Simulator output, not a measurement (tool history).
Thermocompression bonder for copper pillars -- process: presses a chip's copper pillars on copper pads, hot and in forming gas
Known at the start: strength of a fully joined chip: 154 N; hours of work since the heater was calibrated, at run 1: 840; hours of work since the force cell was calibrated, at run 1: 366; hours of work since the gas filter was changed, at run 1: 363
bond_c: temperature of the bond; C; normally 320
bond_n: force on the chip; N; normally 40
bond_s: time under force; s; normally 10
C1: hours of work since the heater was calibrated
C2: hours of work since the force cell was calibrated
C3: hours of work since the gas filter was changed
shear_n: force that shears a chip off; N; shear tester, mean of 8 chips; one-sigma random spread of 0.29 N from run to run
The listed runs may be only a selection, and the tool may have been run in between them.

{"run": 1, "hour": 0.0, "bond_c": 320, "bond_n": 40, "bond_s": 10, "C1": 840, "C2": 366, "C3": 363, "shear_n": 102.4}
{"run": 2, "hour": 83.8, "bond_c": 320, "bond_n": 40, "bond_s": 10, "C1": 890, "C2": 416, "C3": 413, "shear_n": 101.9}
{"hour": 91.2, "done": "forming gas filter changed"}
{"run": 3, "hour": 154.0, "bond_c": 320, "bond_n": 40, "bond_s": 10, "C1": 932, "C2": 458, "C3": 38, "shear_n": 110.4}
{"run": 4, "hour": 211.2, "bond_c": 320, "bond_n": 40, "bond_s": 10, "C1": 966, "C2": 492, "C3": 72, "shear_n": 109.7}
{"run": 5, "hour": 276.7, "bond_c": 320, "bond_n": 40, "bond_s": 10, "C1": 1005, "C2": 531, "C3": 111, "shear_n": 109.0}
{"run": 6, "hour": 325.3, "bond_c": 320, "bond_n": 40, "bond_s": 10, "C1": 1034, "C2": 560, "C3": 140, "shear_n": 108.8}
{"run": 7, "hour": 372.4, "bond_c": 320, "bond_n": 40, "bond_s": 10, "C1": 1062, "C2": 588, "C3": 168, "shear_n": 108.4}
{"run": 8, "hour": 439.4, "bond_c": 320, "bond_n": 40, "bond_s": 10, "C1": 1103, "C2": 629, "C3": 209, "shear_n": 109.0}
{"run": 9, "hour": 490.4, "bond_c": 320, "bond_n": 40, "bond_s": 10, "C1": 1133, "C2": 659, "C3": 239, "shear_n": 107.8}
{"run": 10, "hour": 567.5, "bond_c": 320, "bond_n": 40, "bond_s": 10, "C1": 1179, "C2": 705, "C3": 285, "shear_n": 107.2}
{"run": 11, "hour": 622.5, "bond_c": 320, "bond_n": 26, "bond_s": 10, "C1": 1212, "C2": 738, "C3": 318, "shear_n": 78.9}
{"run": 12, "hour": 685.2, "bond_c": 320, "bond_n": 26, "bond_s": 10, "C1": 1250, "C2": 776, "C3": 356, "shear_n": 78.0}
{"run": 13, "hour": 729.5, "bond_c": 320, "bond_n": 26, "bond_s": 10, "C1": 1276, "C2": 802, "C3": 382, "shear_n": 78.0}
{"run": 14, "hour": 763.9, "bond_c": 320, "bond_n": 26, "bond_s": 10, "C1": 1297, "C2": 823, "C3": 403, "shear_n": 77.8}
{"hour": 786.6, "done": "forming gas filter changed"}
{"hour": 819.6, "done": "heater calibrated with a thermocouple chip"}
{"run": 15, "hour": 837.5, "bond_c": 320, "bond_n": 26, "bond_s": 10, "C1": 11, "C2": 865, "C3": 29, "shear_n": 76.3}
{"run": 16, "hour": 880.9, "bond_c": 320, "bond_n": 26, "bond_s": 10, "C1": 37, "C2": 891, "C3": 55, "shear_n": 75.5}
{"run": 17, "hour": 928.6, "bond_c": 320, "bond_n": 26, "bond_s": 10, "C1": 65, "C2": 920, "C3": 84, "shear_n": 76.1}
{"run": 18, "hour": 994.1, "bond_c": 300, "bond_n": 35, "bond_s": 24, "C1": 105, "C2": 959, "C3": 123, "shear_n": 107.8}
{"run": 19, "hour": 1061.8, "bond_c": 313, "bond_n": 28, "bond_s": 23, "C1": 145, "C2": 1000, "C3": 164, "shear_n": 98.8}
{"run": 20, "hour": 1144.0, "bond_c": 313, "bond_n": 28, "bond_s": 23, "C1": 194, "C2": 1049, "C3": 213, "shear_n": 98.6}
{"run": 21, "hour": 1224.3, "bond_c": 313, "bond_n": 28, "bond_s": 23, "C1": 242, "C2": 1097, "C3": 261, "shear_n": 97.6}
{"run": 22, "hour": 1303.9, "bond_c": 301, "bond_n": 27, "bond_s": 20, "C1": 290, "C2": 1145, "C3": 309, "shear_n": 84.6}
{"run": 23, "hour": 1359.5, "bond_c": 332, "bond_n": 40, "bond_s": 17, "C1": 323, "C2": 1178, "C3": 342, "shear_n": 121.2}
{"run": 24, "hour": 1437.4, "bond_c": 297, "bond_n": 40, "bond_s": 10, "C1": 370, "C2": 1225, "C3": 389, "shear_n": 89.7}
{"hour": 1484.6, "done": "forming gas filter changed"}
{"run": 25, "hour": 1485.2, "bond_c": 297, "bond_n": 30, "bond_s": 10, "C1": 398, "C2": 1253, "C3": 0, "shear_n": 76.0}
{"run": 26, "hour": 1555.3, "bond_c": 309, "bond_n": 57, "bond_s": 8, "C1": 440, "C2": 1295, "C3": 42, "shear_n": 121.3}
{"run": 27, "hour": 1619.2, "bond_c": 293, "bond_n": 40, "bond_s": 7, "C1": 479, "C2": 1333, "C3": 81, "shear_n": 83.2}
{"run": 28, "hour": 1681.5, "bond_c": 320, "bond_n": 40, "bond_s": 6, "C1": 516, "C2": 1371, "C3": 118, "shear_n": 95.3}
{"run": 29, "hour": 1759.7, "bond_c": 302, "bond_n": 56, "bond_s": 15, "C1": 563, "C2": 1417, "C3": 165, "shear_n": 128.4}

5 options for the next run, each taken on its own from the tool as it stands now. Forecast them:
{"run": "A", "hour": 1793.4, "bond_c": 320, "bond_n": 44, "bond_s": 10, "C1": 583, "C2": 1438, "C3": 185, "shear_n": "?"}
{"run": "B", "hour": 1793.4, "bond_c": 338, "bond_n": 38, "bond_s": 16, "C1": 583, "C2": 1438, "C3": 185, "shear_n": "?"}
{"run": "C", "hour": 1793.4, "bond_c": 319, "bond_n": 40, "bond_s": 10, "C1": 583, "C2": 1438, "C3": 185, "shear_n": "?"}
{"run": "D", "hour": 1793.4, "bond_c": 297, "bond_n": 40, "bond_s": 10, "C1": 583, "C2": 1438, "C3": 185, "shear_n": "?"}
{"run": "E", "hour": 1793.4, "bond_c": 345, "bond_n": 56, "bond_s": 23, "C1": 583, "C2": 1438, "C3": 185, "shear_n": "?"}

run=A shear_n=114.0
run=B shear_n=125.4
run=C shear_n=107.9
run=D shear_n=95.0
run=E shear_n=144.7
The same runs, with their run-to-run variation unchanged, on a tool lacking any hidden condition would have given:
run=A shear_n=109.7
run=B shear_n=122.7
run=C shear_n=102.9
run=D shear_n=89.2
run=E shear_n=147.7
